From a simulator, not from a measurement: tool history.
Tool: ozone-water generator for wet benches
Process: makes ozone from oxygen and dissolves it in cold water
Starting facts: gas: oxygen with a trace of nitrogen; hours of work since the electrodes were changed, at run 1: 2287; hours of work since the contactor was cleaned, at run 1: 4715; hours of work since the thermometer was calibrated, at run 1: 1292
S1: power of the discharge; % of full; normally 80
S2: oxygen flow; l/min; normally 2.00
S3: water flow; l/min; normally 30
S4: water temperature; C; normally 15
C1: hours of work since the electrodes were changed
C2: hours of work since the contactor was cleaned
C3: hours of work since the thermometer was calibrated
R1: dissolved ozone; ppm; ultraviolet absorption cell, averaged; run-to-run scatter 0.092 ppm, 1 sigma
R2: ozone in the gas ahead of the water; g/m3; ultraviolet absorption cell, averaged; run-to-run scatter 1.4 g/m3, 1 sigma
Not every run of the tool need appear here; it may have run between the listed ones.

run	hour	S1	S2	S3	S4	C1	C2	C3	R1	R2
1	0.0	80	2.00	30	15	2287	4715	1292	7.86	260.0
2	124.0	80	2.00	24	15	2381	4809	1386	10.63	260.9
3	219.8	80	2.00	24	15	2454	4882	1459	10.81	257.7
4	337.7	80	2.00	24	15	2544	4972	1549	10.78	258.9
5	445.1	80	2.00	24	15	2626	5053	1631	10.54	257.8
6	509.5	80	2.00	24	15	2675	5102	1680	10.57	258.8
7	621.9	80	2.00	24	15	2760	5188	1765	10.67	259.5
8	721.5	80	2.00	24	20	2836	5264	1841	10.41	259.0
9	862.6	80	2.00	24	20	2943	5371	1948	10.14	260.8
10	989.7	80	2.00	30	15	3040	5468	2045	8.00	255.7
11	1100.8	80	2.00	30	15	3125	5552	2130	7.84	256.1
12	1167.2	80	2.00	30	15	3175	5603	2180	7.89	257.0
13	1279.6	80	1.15	30	15	3261	5688	2266	7.09	377.9
14	1424.3	80	2.00	30	14	3371	5798	2376	7.79	255.5
15	1567.4	80	2.00	30	15	3480	5907	2485	7.83	256.5
16	1658.0	80	2.00	30	15	3549	5976	2553	7.85	255.8
17	1791.8	80	2.00	35	17	3650	6078	2655	6.32	254.3
# hour 1803.8: water thermometer calibrated
18	1931.3	80	2.35	35	17	3756	6184	97	6.33	229.1
19	2054.7	80	2.35	35	17	3850	6277	191	6.31	226.2
# hour 2113.5: water thermometer calibrated, once more
20	2190.6	80	2.35	35	17	3953	6381	59	6.17	228.6
21	2259.3	80	2.35	35	17	4005	6433	111	6.28	226.2
22	2323.6	57	2.35	35	13	4054	6482	160	5.53	190.4
23	2423.2	43	2.00	34	7	4130	6557	236	4.99	185.7
24	2518.5	61	1.05	19	7	4202	6630	308	11.17	347.8
25	2632.1	93	2.00	38	15	4289	6716	395	5.83	268.0

Run 26 comes next. What will it give?
26	2750.9	45	3.48	26	10	4379	6807	485	?	?

Logged for run 26: R1 7.51 ppm, R2 130.1 g/m3.
If the tool had no hidden condition, the same run with the same run-to-run variation would have returned R1 8.39 ppm, R2 137.4 g/m3.
